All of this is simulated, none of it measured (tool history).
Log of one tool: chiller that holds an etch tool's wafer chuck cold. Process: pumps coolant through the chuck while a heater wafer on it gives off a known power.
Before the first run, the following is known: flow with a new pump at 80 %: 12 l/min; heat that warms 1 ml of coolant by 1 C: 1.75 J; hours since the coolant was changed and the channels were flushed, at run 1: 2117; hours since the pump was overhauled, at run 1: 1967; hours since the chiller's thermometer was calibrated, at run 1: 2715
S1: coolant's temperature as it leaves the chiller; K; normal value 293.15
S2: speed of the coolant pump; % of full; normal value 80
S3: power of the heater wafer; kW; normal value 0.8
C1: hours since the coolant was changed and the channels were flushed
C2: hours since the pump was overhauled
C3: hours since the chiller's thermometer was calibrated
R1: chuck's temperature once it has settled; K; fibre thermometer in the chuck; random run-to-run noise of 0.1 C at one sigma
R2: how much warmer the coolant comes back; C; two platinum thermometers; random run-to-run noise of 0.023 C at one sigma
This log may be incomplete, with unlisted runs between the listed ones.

Run 1, day 0: usual settings; C1 2117; C2 1967; C3 2715. Result: R1 303.85 K, R2 2.39 C.
Run 2, day 2.15: usual settings; C1 2168; C2 2018; C3 2767. Result: R1 303.95 K, R2 2.35 C.
Run 3, day 6.617: usual settings but S3 1.079 kW; C1 2275; C2 2126; C3 2874. Result: R1 307.75 K, R2 3.15 C.
Run 4, day 9.238: usual settings; C1 2338; C2 2189; C3 2937. Result: R1 303.95 K, R2 2.39 C.
Run 5, day 13.654: usual settings; C1 2444; C2 2295; C3 3043. Result: R1 303.95 K, R2 2.36 C.
Run 6, day 16.967: usual settings; C1 2524; C2 2374; C3 3123. Result: R1 304.05 K, R2 2.4 C.
Run 7, day 19.379: usual settings; C1 2582; C2 2432; C3 3181. Result: R1 303.95 K, R2 2.41 C.
Run 8, day 23.571: usual settings but S1 289.15 K; C1 2682; C2 2533; C3 3281. Result: R1 300.15 K, R2 2.41 C.
Run 9, day 28.208: usual settings but S1 289.15 K; C1 2794; C2 2644; C3 3392. Result: R1 300.35 K, R2 2.41 C.
Run 10, day 32.533: usual settings but S1 289.15 K; C1 2897; C2 2748; C3 3496. Result: R1 300.25 K, R2 2.44 C.
Run 11, day 36.45: usual settings but S1 289.15 K; C1 2991; C2 2842; C3 3590. Result: R1 300.35 K, R2 2.37 C.
Run 12, day 39.158: usual settings; C1 3056; C2 2907; C3 3655. Result: R1 304.45 K, R2 2.39 C.
At day 42.871: chiller's thermometer calibrated.
Run 13, day 42.883: usual settings; C1 3145; C2 2995; C3 0. Result: R1 304.05 K, R2 2.42 C.
Run 14, day 45.779: usual settings; C1 3214; C2 3065; C3 70. Result: R1 304.05 K, R2 2.45 C.
Run 15, day 48.871: usual settings but S2 79 % of full; C1 3289; C2 3139; C3 144. Result: R1 304.25 K, R2 2.47 C.
Run 16, day 51.512: usual settings but S1 291.15 K, S2 87 % of full; C1 3352; C2 3202; C3 207. Result: R1 301.75 K, R2 2.19 C.

Predict the results of run 17:
Run 17, day 54.508: usual settings but S1 299.15 K, S2 76 % of full, S3 0.737 kW; C1 3424; C2 3274; C3 279. Result: R1 ?, R2 ?.

Run 17 measured R1 309.85 K, R2 2.41 C.
If the tool had no hidden condition, the same run with the same run-to-run variation would have returned R1 308.25 K, R2 2.26 C.

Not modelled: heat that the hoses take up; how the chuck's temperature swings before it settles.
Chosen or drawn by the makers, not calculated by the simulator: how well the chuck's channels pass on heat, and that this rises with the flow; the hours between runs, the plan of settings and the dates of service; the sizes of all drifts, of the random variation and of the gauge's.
